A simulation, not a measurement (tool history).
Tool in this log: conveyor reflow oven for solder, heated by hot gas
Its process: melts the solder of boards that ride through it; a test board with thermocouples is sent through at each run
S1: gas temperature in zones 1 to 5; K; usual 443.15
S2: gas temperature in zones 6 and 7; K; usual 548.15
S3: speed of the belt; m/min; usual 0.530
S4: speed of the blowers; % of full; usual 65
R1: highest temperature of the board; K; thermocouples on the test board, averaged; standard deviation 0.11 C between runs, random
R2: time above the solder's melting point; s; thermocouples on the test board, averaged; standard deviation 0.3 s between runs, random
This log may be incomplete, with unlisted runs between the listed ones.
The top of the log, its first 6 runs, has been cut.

run,hour,S1,S2,S3,S4,R1,R2
7,204.4,443.15,548.15,0.530,65,527.25,49.3
8,220.5,443.15,548.15,0.530,65,527.05,49.8
9,238.5,443.15,548.15,0.530,65,527.05,49.4
# hour 257.7: flux residue cleaned out of gas plates and filters
10,271.4,443.15,548.15,0.530,65,528.35,51.4
11,308.4,443.15,548.15,0.587,65,524.25,42.9
12,326.6,443.15,548.15,0.587,65,524.15,42.5
# hour 344.5: thermocouples of zones 6 and 7 changed
13,361.3,443.15,548.15,0.587,65,523.45,42.4
14,387.1,443.15,552.15,0.530,65,530.35,52.4
15,419.8,443.15,548.15,0.530,65,527.15,50.9
16,436.3,436.15,563.15,0.445,81,548.85,70.8
17,458.3,436.15,547.15,0.445,55,528.65,59.7
18,485.3,443.15,559.15,0.530,56,533.55,53.4
19,516.9,443.15,559.15,0.530,56,533.35,54.1
20,547.4,443.15,559.15,0.530,60,534.65,54.3
21,565.0,443.15,559.15,0.530,60,534.95,54.2
22,594.1,443.15,559.15,0.530,60,534.75,54.7
23,624.2,447.15,537.15,0.608,81,517.05,38.4
24,645.1,437.15,544.15,0.574,84,523.55,42.9
25,676.5,437.15,544.15,0.574,84,523.55,42.8
26,700.7,437.15,544.15,0.574,84,523.45,43.1
27,738.7,435.15,553.15,0.463,58,533.15,59.6
28,777.6,435.15,553.15,0.463,58,532.85,59.5
# hour 791.3: flux residue cleaned out of gas plates and filters
29,814.7,440.15,549.15,0.530,55,525.25,47.8
30,831.3,440.15,549.15,0.536,55,524.75,46.7

4 options for the next run, each taken on its own from the tool as it stands now. Forecast them:
A,857.9,443.15,548.15,0.530,74,?,?
B,857.9,440.15,549.15,0.576,53,?,?
C,857.9,443.15,548.15,0.631,67,?,?
D,857.9,445.15,557.15,0.575,65,?,?

run,R1,R2
A,530.15,52.9
B,520.85,40.6
C,521.25,37.6
D,532.45,50.1
Take away the tool's hidden state, keep each run's random variation, and the runs would have read:
run,R1,R2
A,529.45,51.7
B,520.05,39.3
C,520.55,36.5
D,531.75,48.9
